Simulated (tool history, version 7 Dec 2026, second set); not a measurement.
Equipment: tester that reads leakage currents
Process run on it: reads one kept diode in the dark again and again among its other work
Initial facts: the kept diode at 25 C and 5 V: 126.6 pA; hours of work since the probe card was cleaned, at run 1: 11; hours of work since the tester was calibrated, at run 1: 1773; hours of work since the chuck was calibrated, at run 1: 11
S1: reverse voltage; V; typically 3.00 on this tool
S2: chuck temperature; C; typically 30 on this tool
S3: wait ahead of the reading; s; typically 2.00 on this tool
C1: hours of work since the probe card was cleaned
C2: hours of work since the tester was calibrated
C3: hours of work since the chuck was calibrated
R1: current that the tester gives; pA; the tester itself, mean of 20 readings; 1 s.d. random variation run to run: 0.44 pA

| run | day | S1 | S2 | S3 | C1 | C2 | C3 | R1 |
|---|---|---|---|---|---|---|---|---|
| 1 | 0.000 | 3.00 | 30 | 2.00 | 11 | 1773 | 11 | 145.20 |
| 2 | 3.125 | 4.03 | 30 | 2.00 | 56 | 1818 | 56 | 170.17 |
| 3 | 6.217 | 4.03 | 30 | 2.00 | 100 | 1862 | 100 | 172.60 |
| 4 | 8.462 | 4.03 | 30 | 2.00 | 132 | 1894 | 132 | 173.23 |
| 5 | 11.258 | 4.03 | 30 | 2.00 | 172 | 1934 | 172 | 172.71 |
| 6 | 13.500 | 4.03 | 30 | 2.00 | 204 | 1966 | 204 | 174.69 |
| 7 | 15.338 | 4.03 | 30 | 2.00 | 230 | 1992 | 230 | 173.90 |
| 8 | 16.792 | 3.00 | 30 | 9.07 | 251 | 2013 | 251 | 148.26 |
| 9 | 18.942 | 3.00 | 30 | 9.07 | 282 | 2044 | 282 | 148.36 |
| 10 | 20.925 | 1.76 | 57 | 1.74 | 310 | 2072 | 310 | 850.54 |
| 11 | 22.529 | 4.87 | 36 | 2.30 | 333 | 2095 | 333 | 316.39 |
| 12 | 24.083 | 2.57 | 30 | 2.30 | 356 | 2118 | 356 | 137.38 |

Run 13 is up next; what results do you expect?
| 13 | 25.571 | 2.57 | 30 | 2.30 | 377 | 2139 | 377 | ? |

R1: 138.08 pA
Take away the tool's hidden state, keep the run-to-run variation as it was, and the same run would have given R1 134.37 pA.

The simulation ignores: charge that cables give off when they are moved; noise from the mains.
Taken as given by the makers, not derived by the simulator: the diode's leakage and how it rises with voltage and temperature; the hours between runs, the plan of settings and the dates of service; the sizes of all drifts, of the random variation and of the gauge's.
